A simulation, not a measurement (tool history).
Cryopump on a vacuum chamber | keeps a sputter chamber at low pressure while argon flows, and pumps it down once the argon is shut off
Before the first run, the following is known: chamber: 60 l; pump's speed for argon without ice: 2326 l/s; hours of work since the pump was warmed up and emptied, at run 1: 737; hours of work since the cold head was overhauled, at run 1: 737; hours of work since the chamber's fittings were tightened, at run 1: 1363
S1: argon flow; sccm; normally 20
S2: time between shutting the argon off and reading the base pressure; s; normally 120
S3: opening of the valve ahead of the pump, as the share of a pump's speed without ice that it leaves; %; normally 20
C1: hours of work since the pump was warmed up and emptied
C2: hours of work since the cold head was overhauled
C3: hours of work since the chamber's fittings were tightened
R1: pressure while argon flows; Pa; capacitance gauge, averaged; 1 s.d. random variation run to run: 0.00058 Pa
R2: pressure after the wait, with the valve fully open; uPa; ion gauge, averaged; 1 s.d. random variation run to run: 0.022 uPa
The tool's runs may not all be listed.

| run | day | S1 | S2 | S3 | C1 | C2 | C3 | R1 | R2 |
|---|---|---|---|---|---|---|---|---|---|
| 1 | 0 | 20 | 120 | 20 | 737 | 737 | 1363 | 0.0756 | 1.37 |
| 2 | 1.042 | 20 | 120 | 20 | 757 | 757 | 1383 | 0.074 | 1.38 |
| 3 | 2.4 | 20 | 120 | 20 | 783 | 783 | 1409 | 0.0756 | 1.4 |
| 4 | 4.808 | 20 | 120 | 20 | 829 | 829 | 1456 | 0.0759 | 1.4 |
| 5 | 5.858 | 20 | 120 | 20 | 850 | 850 | 1476 | 0.075 | 1.44 |
| 6 | 7.8 | 20 | 120 | 20 | 887 | 887 | 1513 | 0.0751 | 1.49 |
| 7 | 9.65 | 11 | 120 | 20 | 922 | 922 | 1549 | 0.0418 | 1.49 |
| 8 | 11.871 | 11 | 120 | 20 | 965 | 965 | 1591 | 0.042 | 1.5 |
| 9 | 13.308 | 11 | 120 | 20 | 993 | 993 | 1619 | 0.0413 | 1.54 |
| 10 | 14.488 | 11 | 69 | 20 | 1015 | 1015 | 1642 | 0.0418 | 1.99 |
| 11 | 15.938 | 11 | 105 | 46 | 1043 | 1043 | 1670 | 0.0195 | 1.7 |
| 12 | 17.271 | 25 | 120 | 29 | 1069 | 1069 | 1695 | 0.0674 | 1.67 |
| 13 | 18.888 | 25 | 120 | 29 | 1100 | 1100 | 1726 | 0.0691 | 1.65 |
| 14 | 20.154 | 25 | 120 | 29 | 1124 | 1124 | 1751 | 0.0682 | 1.64 |
|  | 22.325 | leaking fittings of the chamber tightened, without venting |
| 15 | 22.592 | 15 | 188 | 32 | 1169 | 1169 | 5 | 0.0373 | 0.51 |
|  | 24.071 | pump warmed up, emptied and cooled again |
| 16 | 25.2 | 10 | 26 | 59 | 22 | 1216 | 51 | 0.0128 | 2.47 |
| 17 | 27.462 | 15 | 120 | 18 | 65 | 1259 | 95 | 0.0605 | 0.66 |
| 18 | 28.629 | 27 | 33 | 20 | 88 | 1281 | 117 | 0.0986 | 2 |
| 19 | 30.483 | 27 | 20 | 19 | 123 | 1317 | 153 | 0.1037 | 3.12 |
| 20 | 31.662 | 27 | 20 | 19 | 146 | 1340 | 175 | 0.1045 | 3.11 |

4 options for the next run, each taken on its own from the tool as it stands now. Forecast them:
| A | 33.367 | 33 | 188 | 19 | 179 | 1372 | 208 | ? | ? |
| B | 33.367 | 14 | 30 | 51 | 179 | 1372 | 208 | ? | ? |
| C | 33.367 | 10 | 79 | 20 | 179 | 1372 | 208 | ? | ? |
| D | 33.367 | 30 | 108 | 22 | 179 | 1372 | 208 | ? | ? |

| run | R1 | R2 |
|---|---|---|
| A | 0.1265 | 0.56 |
| B | 0.0201 | 2.25 |
| C | 0.0366 | 1.01 |
| D | 0.1009 | 0.76 |
The same runs, with their run-to-run variation unchanged, on a tool lacking any hidden condition would have given:
| run | R1 | R2 |
|---|---|---|
| A | 0.125 | 0.44 |
| B | 0.0195 | 2.14 |
| C | 0.0361 | 0.9 |
| D | 0.0995 | 0.65 |
